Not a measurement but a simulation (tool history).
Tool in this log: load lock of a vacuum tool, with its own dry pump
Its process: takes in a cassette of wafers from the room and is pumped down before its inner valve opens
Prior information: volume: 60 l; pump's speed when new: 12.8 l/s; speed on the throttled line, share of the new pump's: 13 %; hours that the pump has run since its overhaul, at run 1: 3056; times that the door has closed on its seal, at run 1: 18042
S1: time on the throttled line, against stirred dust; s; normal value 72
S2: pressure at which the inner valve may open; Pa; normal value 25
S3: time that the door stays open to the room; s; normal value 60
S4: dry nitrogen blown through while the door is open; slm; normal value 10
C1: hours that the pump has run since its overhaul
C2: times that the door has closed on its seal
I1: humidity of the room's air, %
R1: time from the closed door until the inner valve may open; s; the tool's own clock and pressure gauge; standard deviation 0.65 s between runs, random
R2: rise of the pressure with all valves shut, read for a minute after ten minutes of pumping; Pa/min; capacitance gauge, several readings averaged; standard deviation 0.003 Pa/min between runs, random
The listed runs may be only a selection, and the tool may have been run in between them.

run,hour,S1,S2,S3,S4,C1,C2,I1,R1,R2
1,0,72,25,60,10,3056,18042,43.2,103.1,0.198
2,277.3,72,25,118,10,3334,18678,43.3,102.4,0.215
3,432.8,72,25,118,10,3489,19036,44.7,102.5,0.224
4,596.1,72,25,118,10,3653,19411,45.9,103.2,0.233
5,903.5,72,25,118,10,3960,20117,43.7,102.6,0.235
6,1095.7,40,25,118,10,4152,20558,48.5,75.1,0.253
7,1432.8,40,25,118,10,4489,21333,45.4,75.2,0.262
8,1584.1,51,25,118,9,4641,21680,43.9,84.9,0.25
9,1921.6,72,30,41,10,4978,22456,45,102.4,0.244
10,2078.6,72,30,41,10,5135,22816,45.2,103.5,0.253
11,2254.4,72,30,28,10,5311,23220,44.9,102.7,0.256
12,2540,76,25,60,24,5596,23876,45,106.8,0.254
13,2765.6,72,25,45,10,5822,24394,46.3,104.1,0.274

What if the next run were any one of these 5? Each begins from the tool's condition after run 13:
# hour 2901.7: door's seal changed, seat wiped
A,2936.4,72,20,60,14,5991,80,39.4,?,?
# hour 2901.7: door's seal changed, seat wiped
B,2936.4,72,35,60,10,5991,80,46.2,?,?
# hour 2901.7: door's seal changed, seat wiped
C,2936.4,131,28,30,10,5991,80,43.5,?,?
# hour 2901.7: door's seal changed, seat wiped
D,2936.4,43,25,60,18,5991,80,46.1,?,?
# hour 2901.7: door's seal changed, seat wiped
E,2936.4,60,29,26,10,5991,80,47,?,?

run,R1,R2
A,104.4,0.041
B,102.1,0.045
C,154.9,0.039
D,78.7,0.037
E,93.6,0.031
Take away the tool's hidden state, keep each run's random variation, and the runs would have read:
run,R1,R2
A,102.2,0.04
B,100.1,0.044
C,153.3,0.038
D,76.2,0.036
E,91.4,0.029

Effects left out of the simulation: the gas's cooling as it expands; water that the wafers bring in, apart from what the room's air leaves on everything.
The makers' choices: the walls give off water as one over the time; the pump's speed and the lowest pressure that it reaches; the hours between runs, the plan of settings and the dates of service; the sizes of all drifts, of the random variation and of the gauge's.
